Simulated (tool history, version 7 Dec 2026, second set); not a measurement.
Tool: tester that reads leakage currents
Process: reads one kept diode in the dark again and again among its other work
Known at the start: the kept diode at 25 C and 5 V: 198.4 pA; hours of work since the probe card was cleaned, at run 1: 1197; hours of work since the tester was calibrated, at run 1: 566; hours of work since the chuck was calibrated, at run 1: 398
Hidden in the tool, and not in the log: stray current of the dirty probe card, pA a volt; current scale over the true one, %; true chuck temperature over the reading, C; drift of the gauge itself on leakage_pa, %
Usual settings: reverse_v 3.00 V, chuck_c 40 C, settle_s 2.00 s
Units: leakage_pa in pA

| run | hour | reverse_v | chuck_c | settle_s | hours of work since the probe card was cleaned | hours of work since the tester was calibrated | hours of work since the chuck was calibrated | leakage_pa |
|---|---|---|---|---|---|---|---|---|
| 1 | 0.0 | 3.00 | 40 | 2.00 | 1197 | 566 | 398 | 604.96 |
| 2 | 31.1 | 3.00 | 40 | 2.00 | 1214 | 583 | 416 | 606.85 |
| 3 | 65.7 | 3.00 | 40 | 2.48 | 1234 | 603 | 435 | 608.09 |
| 4 | 95.3 | 3.00 | 40 | 2.48 | 1250 | 619 | 451 | 605.88 |
| 5 | 122.4 | 3.00 | 40 | 0.65 | 1265 | 634 | 467 | 607.95 |
| 6 | 150.3 | 3.00 | 52 | 0.65 | 1281 | 650 | 482 | 1666.15 |
| 7 | 168.5 | 3.00 | 40 | 2.00 | 1291 | 660 | 492 | 606.23 |
| 8 | 197.8 | 3.00 | 40 | 2.00 | 1307 | 676 | 509 | 606.96 |
| 9 | 213.3 | 3.00 | 40 | 2.00 | 1316 | 685 | 517 | 607.03 |
| 10 | 243.0 | 3.00 | 40 | 2.00 | 1333 | 702 | 534 | 604.29 |
| 11 | 279.4 | 3.00 | 40 | 2.00 | 1353 | 722 | 554 | 604.85 |
| 12 | 297.5 | 3.00 | 40 | 2.00 | 1363 | 732 | 564 | 603.75 |
| 13 | 315.2 | 3.00 | 40 | 2.00 | 1373 | 742 | 574 | 604.53 |
| 14 | 330.7 | 3.00 | 40 | 2.00 | 1382 | 751 | 583 | 606.47 |
| 15 | 359.1 | 3.00 | 40 | 2.00 | 1397 | 766 | 599 | 607.01 |
| 16 | 378.9 | 3.00 | 40 | 2.00 | 1408 | 777 | 610 | 603.41 |
| 17 | 414.2 | 3.00 | 40 | 1.44 | 1428 | 797 | 629 | 604.92 |
| 18 | 443.1 | 3.00 | 40 | 1.44 | 1444 | 813 | 646 | 609.26 |
| 19 | 458.8 | 3.00 | 40 | 1.44 | 1453 | 822 | 654 | 606.12 |
| 20 | 479.9 | 3.00 | 40 | 2.00 | 1465 | 834 | 666 | 606.45 |
| 21 | 503.8 | 3.00 | 25 | 5.59 | 1478 | 847 | 679 | 151.73 |
| 22 | 526.4 | 2.78 | 55 | 0.65 | 1491 | 860 | 692 | 2048.53 |
| 23 | 543.7 | 2.78 | 55 | 0.65 | 1500 | 869 | 702 | 2050.06 |
| 24 | 561.4 | 2.78 | 55 | 0.65 | 1510 | 879 | 712 | 2046.71 |
| 25 | 595.2 | 3.00 | 30 | 9.06 | 1529 | 898 | 731 | 244.76 |
| 26 | 629.6 | 1.36 | 47 | 9.06 | 1548 | 917 | 750 | 729.71 |
| 27 | 647.4 | 3.12 | 40 | 0.43 | 1558 | 927 | 760 | 617.36 |
| 28 | 682.2 | 3.00 | 37 | 2.00 | 1578 | 947 | 779 | 466.17 |
| 29 | 711.1 | 4.62 | 33 | 8.25 | 1594 | 963 | 795 | 405.57 |
| 30 | 743.8 | 1.60 | 33 | 0.40 | 1612 | 981 | 814 | 233.47 |
| 31 | 777.0 | 3.37 | 59 | 0.40 | 1631 | 1000 | 832 | 3123.48 |
| 32 | 799.8 | 3.37 | 49 | 0.58 | 1643 | 1012 | 845 | 1392.65 |
| 33 | 836.6 | 3.37 | 49 | 0.58 | 1664 | 1033 | 865 | 1389.51 |
| 34 | 865.9 | 3.00 | 45 | 2.10 | 1680 | 1049 | 882 | 931.70 |
| 35 | 895.3 | 1.23 | 21 | 2.10 | 1697 | 1066 | 898 | 64.32 |
| 36 | 913.7 | 1.23 | 21 | 2.10 | 1707 | 1076 | 908 | 64.17 |
| 37 | 935.7 | 1.23 | 21 | 2.10 | 1719 | 1088 | 921 | 64.32 |
| 38 | 971.8 | 3.00 | 22 | 1.13 | 1739 | 1109 | 941 | 113.37 |
| 39 | 1009.1 | 5.99 | 48 | 0.61 | 1760 | 1129 | 962 | 1734.46 |
| 40 | 1031.0 | 10.68 | 36 | 0.33 | 1773 | 1142 | 974 | 830.97 |

Hidden state or all else? Some run-to-run changes of leakage_pa, split into what the settings, what came in and random variation would give without the hidden state, and what is left for the hidden state (with any gauge scatter that isn't in both results):
Run 21 -> 22: reverse_v 3.00 -> 2.78, chuck_c 25 -> 55, settle_s 5.59 -> 0.65. leakage_pa +1896.80 pA: hidden state +0.91, all else +1895.89.
Run 24 -> 25: reverse_v 2.78 -> 3.00, chuck_c 55 -> 30, settle_s 0.65 -> 9.06. leakage_pa -1801.95 pA: hidden state -0.88, all else -1801.07.
Run 30 -> 31: reverse_v 1.60 -> 3.37, chuck_c 33 -> 59. leakage_pa +2890.01 pA: hidden state +1.66, all else +2888.35.
Run 31 -> 32: chuck_c 59 -> 49, settle_s 0.40 -> 0.58. leakage_pa -1730.83 pA: hidden state -0.94, all else -1729.89.
Run 38 -> 39: reverse_v 3.00 -> 5.99, chuck_c 22 -> 48, settle_s 1.13 -> 0.61. leakage_pa +1621.09 pA: hidden state +1.19, all else +1619.90.

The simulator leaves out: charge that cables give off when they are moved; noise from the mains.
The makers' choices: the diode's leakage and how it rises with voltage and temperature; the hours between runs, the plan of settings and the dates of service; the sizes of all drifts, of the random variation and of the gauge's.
